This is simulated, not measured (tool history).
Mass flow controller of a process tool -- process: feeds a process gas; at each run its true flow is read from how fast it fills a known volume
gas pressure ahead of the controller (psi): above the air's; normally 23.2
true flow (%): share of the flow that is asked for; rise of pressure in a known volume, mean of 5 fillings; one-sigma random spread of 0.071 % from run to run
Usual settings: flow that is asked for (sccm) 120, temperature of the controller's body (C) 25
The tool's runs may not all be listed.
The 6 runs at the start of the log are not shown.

| run | hour | flow that is asked for (sccm) | gas pressure ahead of the controller (psi) | temperature of the controller's body (C) | true flow (%) |
|---|---|---|---|---|---|
| 7 | 440.6 | 120 | 23.2 | 25 | 100.27 |
| 8 | 529.4 | 120 | 23.2 | 25 | 100.23 |
| 9 | 582.5 | 120 | 23.2 | 25 | 100.09 |
| 10 | 621.9 | 120 | 23.2 | 25 | 100.29 |
| 11 | 663.8 | 120 | 23.2 | 25 | 100.16 |
| 12 | 719.3 | 120 | 23.2 | 25 | 100.24 |
| 13 | 811.4 | 120 | 23.2 | 25 | 100.27 |
| 14 | 870.1 | 171 | 23.2 | 25 | 101.00 |
| 15 | 959.1 | 171 | 23.2 | 26 | 100.95 |
| 16 | 1013.0 | 171 | 23.2 | 26 | 101.03 |
| 17 | 1075.0 | 171 | 23.2 | 26 | 101.14 |
| 18 | 1172.9 | 171 | 23.2 | 26 | 101.07 |
| 19 | 1264.6 | 171 | 23.2 | 26 | 101.15 |
| 20 | 1308.5 | 171 | 23.2 | 22 | 101.20 |

Estimate the outcome of run 21 from the log above:
| 21 | 1404.5 | 171 | 23.2 | 22 | ? |

true flow (%): 101.22
Were there no unlogged condition in the tool, this run, its random variation unchanged, would have produced true flow (%) 100.12.
